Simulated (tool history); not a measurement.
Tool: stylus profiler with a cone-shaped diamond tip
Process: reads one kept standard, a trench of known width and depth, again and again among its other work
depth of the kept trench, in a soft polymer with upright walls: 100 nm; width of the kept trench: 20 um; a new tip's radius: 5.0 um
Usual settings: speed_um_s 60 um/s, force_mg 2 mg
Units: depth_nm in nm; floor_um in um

run,hour,speed_um_s,force_mg,depth_nm,floor_um
1,0,60,2,100.88,17.86
2,51.7,60,2,100.92,17.88
3,85.4,60,1.84,100.8,17.88
4,136.7,60,1.84,100.9,17.86
5,186.3,60,1.84,100.83,17.85
6,237.5,60,1.84,100.92,17.85
7,267.3,137,2,100.97,17.73
8,324.3,60,0.94,100.5,17.82
9,351.9,50,0.9,100.54,17.8
10,389.6,60,1.77,100.86,17.85
11,447.6,60,1.77,100.94,17.84
12,479.1,19,3.9,101.37,17.93
13,514.7,63,1.69,100.78,17.81
14,575.5,60,4.42,101.38,17.9
15,626.6,53,1.59,100.81,17.89
16,679,107,0.95,100.56,17.66

3 ways to go on from here, each from the tool as it stands after run 16. What would each give?
A,722.7,28,1.65,?,?
B,722.7,59,1.19,?,?
C,722.7,107,3.61,?,?

run,depth_nm,floor_um
A,100.76,17.87
B,100.61,17.85
C,101.3,17.85
Without the tool's hidden state the same runs would have given:
run,depth_nm,floor_um
A,100.77,17.89
B,100.62,17.87
C,101.31,17.87

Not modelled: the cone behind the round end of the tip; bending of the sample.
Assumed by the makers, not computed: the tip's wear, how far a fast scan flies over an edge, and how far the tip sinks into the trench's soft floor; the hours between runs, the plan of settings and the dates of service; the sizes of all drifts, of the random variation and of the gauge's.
